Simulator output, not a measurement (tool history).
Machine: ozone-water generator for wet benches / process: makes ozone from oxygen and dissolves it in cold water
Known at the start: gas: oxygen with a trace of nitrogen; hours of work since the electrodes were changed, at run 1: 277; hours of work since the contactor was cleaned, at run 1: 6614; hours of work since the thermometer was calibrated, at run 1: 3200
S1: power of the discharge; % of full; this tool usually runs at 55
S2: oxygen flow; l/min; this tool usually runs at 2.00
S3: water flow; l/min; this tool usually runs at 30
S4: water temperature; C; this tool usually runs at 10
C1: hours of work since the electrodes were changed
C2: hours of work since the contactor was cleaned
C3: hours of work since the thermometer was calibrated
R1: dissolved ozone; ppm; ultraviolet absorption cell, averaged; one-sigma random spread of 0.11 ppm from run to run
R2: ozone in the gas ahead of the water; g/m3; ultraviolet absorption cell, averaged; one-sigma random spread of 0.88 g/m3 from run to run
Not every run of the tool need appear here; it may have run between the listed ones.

run	day	S1	S2	S3	S4	C1	C2	C3	R1	R2
1	0.000	55	2.00	30	10	277	6614	3200	5.9	145.3
2	1.533	55	2.00	30	10	300	6637	3223	6.2	145.5
3	2.746	55	2.00	30	10	319	6655	3241	6.1	144.8
4	4.404	55	2.00	30	10	343	6680	3266	6.1	146.3
5	5.817	55	2.00	30	10	365	6702	3287	6.0	145.3
6	7.429	55	2.00	30	10	389	6726	3312	6.0	145.4
7	8.417	55	2.00	30	10	404	6741	3326	5.8	144.9
8	9.592	56	2.00	30	10	422	6759	3344	6.1	146.6
9	10.492	55	2.00	30	10	435	6772	3358	6.1	147.7
10	11.500	55	2.00	30	10	450	6787	3373	6.1	146.0
11	12.438	55	2.00	30	10	464	6801	3387	6.2	146.2
12	13.758	55	2.00	27	10	484	6821	3407	6.9	146.2
13	14.504	55	2.00	27	10	496	6833	3418	6.9	144.4
14	15.321	55	2.00	30	10	508	6845	3430	6.2	144.9
15	17.038	55	2.53	30	10	534	6871	3456	6.8	131.3
16	17.750	55	2.53	30	10	544	6881	3467	6.8	132.4
17	19.050	46	3.35	30	10	564	6901	3487	6.5	101.4
18	20.788	55	1.52	26	10	590	6927	3513	6.3	165.3
19	22.454	55	1.52	26	10	615	6952	3538	6.3	164.3
20	23.488	55	2.71	34	10	631	6968	3553	5.9	128.2
21	24.829	55	2.71	34	10	651	6988	3573	5.9	128.2
22	25.596	82	2.71	43	15	663	7000	3585	6.2	170.2
23	27.154	82	2.71	43	15	686	7023	3609	6.0	171.7
24	28.188	52	2.00	30	10	702	7039	3624	5.9	140.8
25	29.275	94	1.14	45	12	718	7055	3640	4.3	277.6
26	30.238	94	1.14	45	12	732	7069	3655	4.4	276.1
27	31.254	94	2.58	47	12	748	7085	3670	6.0	195.1
28	32.550	55	2.00	24	10	767	7104	3690	7.8	146.4
29	33.596	55	2.00	24	10	783	7120	3706	7.7	147.4
30	34.729	55	2.00	24	10	800	7137	3723	7.7	145.1
31	35.725	55	2.00	48	12	815	7152	3738	3.7	146.5
32	36.721	55	2.00	28	11	830	7167	3753	6.5	146.5

Branching from run 32: 5 alternative next runs. What would each branch give?
A	38.154	55	1.84	41	10	852	7189	3774	?	?
B	38.154	55	2.00	41	10	852	7189	3774	?	?
C	38.154	55	2.00	28	5	852	7189	3774	?	?
D	38.154	55	2.00	28	13	852	7189	3774	?	?
E	38.154	55	2.00	25	7	852	7189	3774	?	?

run	R1	R2
A	4.0	150.8
B	4.3	146.1
C	6.9	146.5
D	6.3	143.6
E	7.6	147.5
Stripped of hidden state, with their random variation kept, the same runs would have yielded:
run	R1	R2
A	4.0	150.8
B	4.3	146.1
C	6.9	146.5
D	6.3	143.6
E	7.6	147.5
